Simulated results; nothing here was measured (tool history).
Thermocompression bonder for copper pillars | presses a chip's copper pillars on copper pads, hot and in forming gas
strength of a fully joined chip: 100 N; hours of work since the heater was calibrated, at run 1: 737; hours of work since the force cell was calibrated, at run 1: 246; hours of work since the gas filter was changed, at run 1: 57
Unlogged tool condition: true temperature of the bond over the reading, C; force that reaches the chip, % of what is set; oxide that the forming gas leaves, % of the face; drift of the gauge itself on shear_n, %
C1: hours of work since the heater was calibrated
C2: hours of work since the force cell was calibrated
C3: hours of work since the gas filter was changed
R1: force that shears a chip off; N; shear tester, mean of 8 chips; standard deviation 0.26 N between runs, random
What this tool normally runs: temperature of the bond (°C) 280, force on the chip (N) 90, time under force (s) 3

run 1 day=0 | temperature_of_the_bond_(°C)=280 force_on_the_chip_(N)=90 time_under_force_(s)=3 | C1=737 C2=246 C3=57 | R1=69.2
run 2 day=0.267 | temperature_of_the_bond_(°C)=280 force_on_the_chip_(N)=90 time_under_force_(s)=3 | C1=741 C2=250 C3=61 | R1=69.1
run 3 day=0.488 | temperature_of_the_bond_(°C)=280 force_on_the_chip_(N)=90 time_under_force_(s)=3 | C1=745 C2=253 C3=65 | R1=68.8
run 4 day=0.833 | temperature_of_the_bond_(°C)=280 force_on_the_chip_(N)=90 time_under_force_(s)=2 | C1=750 C2=259 C3=70 | R1=61.3
run 5 day=1.112 | temperature_of_the_bond_(°C)=280 force_on_the_chip_(N)=90 time_under_force_(s)=2 | C1=754 C2=263 C3=75 | R1=61.5
run 6 day=1.375 | temperature_of_the_bond_(°C)=280 force_on_the_chip_(N)=58 time_under_force_(s)=3 | C1=758 C2=267 C3=79 | R1=48.4
run 7 day=1.683 | temperature_of_the_bond_(°C)=280 force_on_the_chip_(N)=58 time_under_force_(s)=3 | C1=763 C2=272 C3=84 | R1=48.6
run 8 day=2.033 | temperature_of_the_bond_(°C)=280 force_on_the_chip_(N)=58 time_under_force_(s)=3 | C1=769 C2=278 C3=89 | R1=48.2
run 9 day=2.379 | temperature_of_the_bond_(°C)=280 force_on_the_chip_(N)=58 time_under_force_(s)=3 | C1=774 C2=283 C3=95 | R1=48.4
run 10 day=2.533 | temperature_of_the_bond_(°C)=280 force_on_the_chip_(N)=90 time_under_force_(s)=2 | C1=777 C2=285 C3=97 | R1=61.5
run 11 day=2.796 | temperature_of_the_bond_(°C)=261 force_on_the_chip_(N)=90 time_under_force_(s)=3 | C1=781 C2=290 C3=101 | R1=58.9
-- day=2.888 force cell calibrated
run 12 day=3.117 | temperature_of_the_bond_(°C)=261 force_on_the_chip_(N)=90 time_under_force_(s)=3 | C1=785 C2=4 C3=105 | R1=59
run 13 day=3.404 | temperature_of_the_bond_(°C)=261 force_on_the_chip_(N)=90 time_under_force_(s)=3 | C1=789 C2=8 C3=110 | R1=59.3
run 14 day=3.721 | temperature_of_the_bond_(°C)=261 force_on_the_chip_(N)=90 time_under_force_(s)=3 | C1=794 C2=13 C3=115 | R1=59.1
run 15 day=3.95 | temperature_of_the_bond_(°C)=261 force_on_the_chip_(N)=90 time_under_force_(s)=3 | C1=798 C2=17 C3=118 | R1=59
run 16 day=4.217 | temperature_of_the_bond_(°C)=280 force_on_the_chip_(N)=133 time_under_force_(s)=3 | C1=802 C2=21 C3=122 | R1=84.1
run 17 day=4.446 | temperature_of_the_bond_(°C)=280 force_on_the_chip_(N)=90 time_under_force_(s)=3 | C1=806 C2=24 C3=126 | R1=68.6
run 18 day=4.642 | temperature_of_the_bond_(°C)=280 force_on_the_chip_(N)=90 time_under_force_(s)=3 | C1=809 C2=28 C3=129 | R1=68.7
-- day=4.854 force cell calibrated, once more
run 19 day=5.092 | temperature_of_the_bond_(°C)=280 force_on_the_chip_(N)=71 time_under_force_(s)=3 | C1=815 C2=4 C3=135 | R1=56.7
run 20 day=5.3 | temperature_of_the_bond_(°C)=280 force_on_the_chip_(N)=90 time_under_force_(s)=3 | C1=818 C2=7 C3=138 | R1=68.3
run 21 day=5.662 | temperature_of_the_bond_(°C)=280 force_on_the_chip_(N)=90 time_under_force_(s)=6 | C1=824 C2=13 C3=144 | R1=79.2
run 22 day=6.017 | temperature_of_the_bond_(°C)=280 force_on_the_chip_(N)=90 time_under_force_(s)=6 | C1=829 C2=18 C3=150 | R1=79.1
run 23 day=6.25 | temperature_of_the_bond_(°C)=257 force_on_the_chip_(N)=57 time_under_force_(s)=5 | C1=833 C2=22 C3=153 | R1=44.3
run 24 day=6.5 | temperature_of_the_bond_(°C)=288 force_on_the_chip_(N)=59 time_under_force_(s)=3 | C1=837 C2=26 C3=157 | R1=52.2
run 25 day=6.696 | temperature_of_the_bond_(°C)=266 force_on_the_chip_(N)=68 time_under_force_(s)=3 | C1=840 C2=29 C3=160 | R1=47.8
run 26 day=7.062 | temperature_of_the_bond_(°C)=266 force_on_the_chip_(N)=68 time_under_force_(s)=3 | C1=846 C2=35 C3=166 | R1=48.1
run 27 day=7.267 | temperature_of_the_bond_(°C)=310 force_on_the_chip_(N)=78 time_under_force_(s)=3 | C1=849 C2=38 C3=169 | R1=74.5
run 28 day=7.642 | temperature_of_the_bond_(°C)=255 force_on_the_chip_(N)=86 time_under_force_(s)=2 | C1=855 C2=44 C3=175 | R1=45.9
run 29 day=7.838 | temperature_of_the_bond_(°C)=280 force_on_the_chip_(N)=90 time_under_force_(s)=3 | C1=858 C2=47 C3=178 | R1=67.6
run 30 day=8.029 | temperature_of_the_bond_(°C)=261 force_on_the_chip_(N)=55 time_under_force_(s)=2 | C1=861 C2=50 C3=181 | R1=31.8
run 31 day=8.217 | temperature_of_the_bond_(°C)=261 force_on_the_chip_(N)=55 time_under_force_(s)=8 | C1=864 C2=53 C3=184 | R1=52.5
run 32 day=8.425 | temperature_of_the_bond_(°C)=280 force_on_the_chip_(N)=91 time_under_force_(s)=3 | C1=867 C2=56 C3=187 | R1=68.2
run 33 day=8.779 | temperature_of_the_bond_(°C)=280 force_on_the_chip_(N)=91 time_under_force_(s)=3 | C1=873 C2=62 C3=193 | R1=68
run 34 day=8.988 | temperature_of_the_bond_(°C)=280 force_on_the_chip_(N)=91 time_under_force_(s)=3 | C1=876 C2=65 C3=196 | R1=68.1
run 35 day=9.346 | temperature_of_the_bond_(°C)=301 force_on_the_chip_(N)=54 time_under_force_(s)=4 | C1=882 C2=70 C3=202 | R1=58.9
run 36 day=9.654 | temperature_of_the_bond_(°C)=295 force_on_the_chip_(N)=100 time_under_force_(s)=3 | C1=886 C2=75 C3=207 | R1=78.7
run 37 day=9.908 | temperature_of_the_bond_(°C)=304 force_on_the_chip_(N)=133 time_under_force_(s)=2 | C1=890 C2=79 C3=211 | R1=85.5
run 38 day=10.254 | temperature_of_the_bond_(°C)=300 force_on_the_chip_(N)=83 time_under_force_(s)=4 | C1=896 C2=85 C3=216 | R1=77.9
run 39 day=10.571 | temperature_of_the_bond_(°C)=255 force_on_the_chip_(N)=54 time_under_force_(s)=3 | C1=901 C2=90 C3=221 | R1=33.8

For each entry between runs, how does the tool's hidden state at the last listed run before it compare with that at the first listed run after it?
Between runs 11 and 12: force cell calibrated (day 2.888)
  force that reaches the chip, % of what is set: 101.4 -> 102.2; oxide that the forming gas leaves, % of the face: 2.48 -> 2.56
  measured minus no-state result, R1: +4.3 -> +4.7 N
Between runs 18 and 19: force cell calibrated, once more (day 4.854)
  force that reaches the chip, % of what is set: 102.3 -> 100.5; oxide that the forming gas leaves, % of the face: 3.01 -> 3.12
  measured minus no-state result, R1: +4 -> +3.4 N

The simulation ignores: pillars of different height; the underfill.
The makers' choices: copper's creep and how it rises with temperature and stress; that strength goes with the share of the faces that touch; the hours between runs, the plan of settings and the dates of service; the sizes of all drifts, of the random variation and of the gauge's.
